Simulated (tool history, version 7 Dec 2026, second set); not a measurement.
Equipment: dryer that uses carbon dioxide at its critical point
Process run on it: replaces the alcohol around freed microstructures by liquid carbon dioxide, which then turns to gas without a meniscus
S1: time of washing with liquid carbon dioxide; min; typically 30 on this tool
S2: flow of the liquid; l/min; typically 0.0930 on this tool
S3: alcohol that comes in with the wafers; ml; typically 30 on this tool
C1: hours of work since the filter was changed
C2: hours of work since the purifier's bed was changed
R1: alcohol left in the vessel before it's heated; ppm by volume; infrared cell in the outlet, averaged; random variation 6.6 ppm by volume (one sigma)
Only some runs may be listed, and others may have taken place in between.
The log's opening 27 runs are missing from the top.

| run | hour | S1 | S2 | S3 | C1 | C2 | R1 |
|---|---|---|---|---|---|---|---|
| 28 | 728.3 | 24 | 0.0909 | 21 | 293 | 611 | 988 |
| 29 | 761.0 | 47 | 0.1430 | 40 | 315 | 633 | 124 |
| 30 | 778.3 | 23 | 0.0930 | 89 | 326 | 645 | 4044 |
| 31 | 805.1 | 23 | 0.0930 | 89 | 345 | 663 | 4195 |
| 32 | 829.3 | 30 | 0.0612 | 79 | 361 | 679 | 7094 |
| 33 | 865.4 | 22 | 0.0930 | 30 | 385 | 704 | 1779 |
| 34 | 887.8 | 22 | 0.0930 | 30 | 400 | 719 | 1789 |
| 35 | 916.9 | 22 | 0.0930 | 51 | 420 | 738 | 2922 |
| 36 | 952.9 | 44 | 0.1241 | 24 | 444 | 763 | 143 |
| 37 | 992.4 | 30 | 0.0648 | 30 | 471 | 789 | 2557 |
| 38 | 1031.1 | 46 | 0.0656 | 32 | 497 | 815 | 596 |
| 39 | 1070.8 | 46 | 0.0656 | 32 | 524 | 842 | 600 |
| 40 | 1096.1 | 18 | 0.0656 | 21 | 541 | 859 | 6053 |
| 41 | 1116.2 | 25 | 0.0966 | 21 | 554 | 873 | 877 |
| 42 | 1137.6 | 43 | 0.0950 | 27 | 569 | 887 | 219 |
|  | 1149.7 | inlet filter changed |
| 43 | 1161.5 | 35 | 0.1436 | 27 | 8 | 903 | 175 |
| 44 | 1180.9 | 28 | 0.1067 | 39 | 21 | 916 | 431 |
| 45 | 1218.8 | 23 | 0.0815 | 27 | 47 | 941 | 1774 |
| 46 | 1245.9 | 23 | 0.0815 | 27 | 65 | 960 | 1849 |
| 47 | 1278.7 | 23 | 0.0709 | 85 | 87 | 982 | 8768 |

3 options for the next run, each taken on its own from the tool as it stands now. Forecast them:
| A | 1312.6 | 30 | 0.0930 | 67 | 110 | 1004 | ? |
| B | 1312.6 | 30 | 0.0930 | 81 | 110 | 1004 | ? |
| C | 1312.6 | 40 | 0.0761 | 53 | 110 | 1004 | ? |

| run | R1 |
|---|---|
| A | 916 |
| B | 1075 |
| C | 558 |
Without the tool's hidden state the same runs would have given:
| run | R1 |
|---|---|
| A | 639 |
| B | 777 |
| C | 330 |
